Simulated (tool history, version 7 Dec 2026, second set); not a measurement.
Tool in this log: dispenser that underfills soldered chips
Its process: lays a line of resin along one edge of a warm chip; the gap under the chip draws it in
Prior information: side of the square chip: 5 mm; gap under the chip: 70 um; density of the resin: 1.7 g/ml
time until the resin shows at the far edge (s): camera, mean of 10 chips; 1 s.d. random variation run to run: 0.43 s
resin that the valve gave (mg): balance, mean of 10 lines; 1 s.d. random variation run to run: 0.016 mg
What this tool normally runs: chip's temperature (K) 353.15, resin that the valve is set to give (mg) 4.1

run   hour  chip's temperature (K)  resin that the valve is set to give (mg)  time until the resin shows at the far edge (s)  resin that the valve gave (mg)
  1      0                  353.15                                       4.1                                            33.9                            4.04
       4.8  -- new syringe of resin
      12.4  -- new syringe of resin
  2     14                  353.15                                       4.1                                            32.6                            4.01
      20.2  -- new syringe of resin
  3   21.4                  353.15                                       4.1                                            32.2                            4.02
      28.3  -- new syringe of resin
  4   33.8                  353.15                                       4.1                                            41.3                            3.99
      36.6  -- new syringe of resin
      37.6  -- dispensing valve cleaned and set on the balance
  5   44.4                  353.15                                       4.1                                            45.9                            4.08
      45.9  -- new syringe of resin
  6   52.9                  353.15                                       4.1                                            45.3                            4.06
      54.4  -- new syringe of resin
        62  -- new syringe of resin
      69.9  -- new syringe of resin
  7   70.5                  353.15                                       4.1                                            30.2                            4.05
      78.7  -- new syringe of resin
  8   82.4                  353.15                                       4.1                                            36.6                            4.06
      86.5  -- new syringe of resin
        94  -- new syringe of resin
  9   96.8                  353.15                                       4.1                                            34.6                            4.04
     101.9  -- new syringe of resin
 10  108.4                  353.15                                      4.79                                            42.1                            4.71
     110.3  -- new syringe of resin
     118.1  -- new syringe of resin
 11  118.4                  345.15                                      4.79                                            39.7                            4.69
     126.1  -- new syringe of resin
 12  133.2                  340.15                                       4.1                                            75.3                            4.04
       135  -- new syringe of resin
     142.7  -- new syringe of resin
     145.5  -- dispensing valve cleaned and set on the balance
 13  145.5                  340.15                                       4.1                                            52.4                            4.11
     151.2  -- new syringe of resin
     159.4  -- new syringe of resin
 14  162.8                  353.15                                      4.56                                            34.5                            4.58
     167.1  -- new syringe of resin
 15  173.7                  353.15                                       4.1                                            43.7                            4.05
     175.3  -- new syringe of resin
     182.8  -- new syringe of resin
 16  188.3                  353.15                                       4.1                                              40                            4.07
     190.2  -- new syringe of resin
     198.5  -- new syringe of resin
 17  201.5                  353.15                                      3.68                                            34.4                            3.66
     206.2  -- new syringe of resin
     214.2  -- new syringe of resin
 18  217.1                  349.15                                      3.68                                            40.5                            3.61
     221.7  -- new syringe of resin
       230  -- new syringe of resin
 19    234                  349.15                                      3.68                                            43.9                             3.6
     237.9  -- new syringe of resin
     240.5  -- stage's temperature calibrated
 20  245.7                  352.15                                      3.75                                            52.9                            3.66
     247.3  -- new syringe of resin
       255  -- dispensing valve cleaned and set on the balance
 21  255.2                  350.15                                      4.63                                            54.8                            4.63
     256.7  -- new syringe of resin
     264.8  -- new syringe of resin
 22  266.6                  350.15                                      4.63                                            38.5                            4.65
     272.7  -- new syringe of resin
 23  276.5                  343.15                                       4.8                                            58.5                             4.8
     280.3  -- new syringe of resin
 24  284.9                  365.15                                      3.88                                            27.4                            3.83
     287.9  -- new syringe of resin
     296.5  -- new syringe of resin
 25  297.1                  349.15                                      5.08                                            36.6                            5.05
     303.9  -- new syringe of resin
     312.2  -- new syringe of resin
 26  313.7                  339.15                                      5.08                                            56.8                            5.02
       320  -- new syringe of resin
 27    325                  339.15                                      5.08                                            73.5                            4.99
     328.3  -- new syringe of resin
     336.7  -- new syringe of resin
 28  341.9                  367.15                                      3.67                                            26.1                             3.6
     344.2  -- new syringe of resin
     352.7  -- new syringe of resin
 29    357                  367.15                                      3.67                                            24.9                            3.57
     360.4  -- new syringe of resin
     363.3  -- dispensing valve cleaned and set on the balance
       369  -- new syringe of resin
 30  372.2                  364.15                                      4.08                                              26                            4.08
     377.1  -- new syringe of resin
     384.8  -- new syringe of resin
 31  387.5                  361.15                                      4.28                                            26.9                            4.26
     392.2  -- new syringe of resin
 32  397.4                  347.15                                      3.73                                            55.5                            3.73
     400.2  -- new syringe of resin
     408.7  -- new syringe of resin
 33  409.4                  364.15                                      4.09                                            21.2                            4.06

The same runs without the tool's hidden state, with the same run-to-run variation:
Hidden state present: resin's viscosity, % of fresh resin's; dose that the valve gives, % of what is set; true chip temperature over the reading, C; drift of the gauge itself on fill_s, %; drift of the gauge itself on given_mg, %.
run  time until the resin shows at the far edge (s)  resin that the valve gave (mg)
  1                                              31                             4.1
  2                                              32                            4.09
  3                                            31.8                            4.11
  4                                            31.2                            4.09
  5                                            31.7                             4.1
  6                                            31.1                            4.09
  7                                            31.7                            4.09
  8                                            31.6                            4.11
  9                                            31.5                             4.1
 10                                            30.4                            4.79
 11                                            42.8                            4.79
 12                                              53                            4.14
 13                                            52.3                            4.11
 14                                            30.9                             4.6
 15                                            31.6                            4.08
 16                                            30.9                            4.11
 17                                            31.7                            3.71
 18                                              38                            3.68
 19                                            38.3                            3.68
 20                                            33.9                            3.75
 21                                            34.6                            4.62
 22                                            34.8                            4.65
 23                                            45.7                            4.81
 24                                            20.6                            3.85
 25                                            35.6                            5.08
 26                                            54.2                            5.07
 27                                            53.6                            5.06
 28                                            18.8                            3.67
 29                                              19                            3.64
 30                                            21.6                            4.08
 31                                            23.2                            4.28
 32                                            41.3                            3.75
 33                                            20.8                            4.09
